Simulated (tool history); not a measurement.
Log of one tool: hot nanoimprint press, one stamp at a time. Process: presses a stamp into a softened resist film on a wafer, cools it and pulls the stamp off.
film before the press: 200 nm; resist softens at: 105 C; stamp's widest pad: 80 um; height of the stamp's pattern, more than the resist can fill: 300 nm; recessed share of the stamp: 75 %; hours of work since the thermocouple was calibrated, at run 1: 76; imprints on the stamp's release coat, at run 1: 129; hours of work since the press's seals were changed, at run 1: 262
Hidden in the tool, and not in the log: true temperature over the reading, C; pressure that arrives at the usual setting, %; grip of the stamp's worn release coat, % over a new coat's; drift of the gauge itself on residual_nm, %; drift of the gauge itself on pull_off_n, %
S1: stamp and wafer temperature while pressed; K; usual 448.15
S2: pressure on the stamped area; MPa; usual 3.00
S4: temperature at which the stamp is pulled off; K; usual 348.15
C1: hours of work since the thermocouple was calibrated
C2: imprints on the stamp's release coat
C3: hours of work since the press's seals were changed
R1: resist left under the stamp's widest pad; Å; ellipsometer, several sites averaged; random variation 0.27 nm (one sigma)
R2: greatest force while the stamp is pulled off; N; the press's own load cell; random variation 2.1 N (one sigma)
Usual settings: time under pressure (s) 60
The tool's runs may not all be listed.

run 1 hour=0.0 | S1=448.15 S2=3.00 time_under_pressure_(s)=60 S4=348.15 | C1=76 C2=129 C3=262 | R1=930 R2=93
run 2 hour=13.1 | S1=448.15 S2=3.00 time_under_pressure_(s)=60 S4=348.15 | C1=82 C2=152 C3=267 | R1=934 R2=94
run 3 hour=22.9 | S1=448.15 S2=3.00 time_under_pressure_(s)=60 S4=348.15 | C1=86 C2=169 C3=272 | R1=930 R2=99
run 4 hour=35.0 | S1=448.15 S2=3.00 time_under_pressure_(s)=60 S4=348.15 | C1=91 C2=191 C3=277 | R1=926 R2=91
run 5 hour=51.4 | S1=448.15 S2=3.00 time_under_pressure_(s)=60 S4=348.15 | C1=98 C2=219 C3=284 | R1=930 R2=102
run 6 hour=62.3 | S1=448.15 S2=3.00 time_under_pressure_(s)=60 S4=348.15 | C1=103 C2=238 C3=289 | R1=930 R2=100
run 7 hour=78.9 | S1=448.15 S2=3.00 time_under_pressure_(s)=60 S4=348.15 | C1=110 C2=268 C3=296 | R1=931 R2=99
run 8 hour=88.1 | S1=448.15 S2=3.00 time_under_pressure_(s)=60 S4=348.15 | C1=114 C2=284 C3=300 | R1=928 R2=100
run 9 hour=104.0 | S1=448.15 S2=3.00 time_under_pressure_(s)=60 S4=348.15 | C1=121 C2=312 C3=307 | R1=934 R2=101
run 10 hour=120.3 | S1=448.15 S2=3.00 time_under_pressure_(s)=60 S4=348.15 | C1=128 C2=340 C3=314 | R1=931 R2=98
run 11 hour=128.7 | S1=448.15 S2=3.00 time_under_pressure_(s)=60 S4=348.15 | C1=132 C2=355 C3=318 | R1=926 R2=98
run 12 hour=143.7 | S1=448.15 S2=3.00 time_under_pressure_(s)=84 S4=348.15 | C1=139 C2=381 C3=325 | R1=823 R2=104
run 13 hour=152.4 | S1=448.15 S2=3.00 time_under_pressure_(s)=84 S4=348.15 | C1=142 C2=396 C3=328 | R1=821 R2=103
run 14 hour=161.4 | S1=448.15 S2=3.00 time_under_pressure_(s)=84 S4=348.15 | C1=146 C2=412 C3=332 | R1=825 R2=104
run 15 hour=176.1 | S1=448.15 S2=3.00 time_under_pressure_(s)=84 S4=348.15 | C1=153 C2=438 C3=339 | R1=816 R2=106
run 16 hour=185.5 | S1=448.15 S2=3.00 time_under_pressure_(s)=84 S4=348.15 | C1=157 C2=455 C3=343 | R1=823 R2=103
run 17 hour=194.5 | S1=441.15 S2=1.93 time_under_pressure_(s)=84 S4=350.15 | C1=161 C2=470 C3=347 | R1=1292 R2=101
run 18 hour=210.5 | S1=437.15 S2=2.86 time_under_pressure_(s)=60 S4=335.15 | C1=168 C2=499 C3=354 | R1=1399 R2=135
run 19 hour=226.4 | S1=452.15 S2=3.00 time_under_pressure_(s)=60 S4=348.15 | C1=175 C2=526 C3=361 | R1=797 R2=107
run 20 hour=239.0 | S1=452.15 S2=1.87 time_under_pressure_(s)=101 S4=348.15 | C1=180 C2=549 C3=366 | R1=823 R2=103
run 21 hour=255.5 | S1=448.15 S2=3.00 time_under_pressure_(s)=62 S4=341.15 | C1=187 C2=578 C3=373 | R1=913 R2=126

Run 22 comes next. What will it give?
run 22 hour=268.1 | S1=448.15 S2=3.00 time_under_pressure_(s)=60 S4=349.15 | C1=193 C2=600 C3=379 | R1=? R2=?

R1: 925 Å
R2: 106 N
Without the tool's hidden state the same run would have given R1 934 Å, R2 91 N.
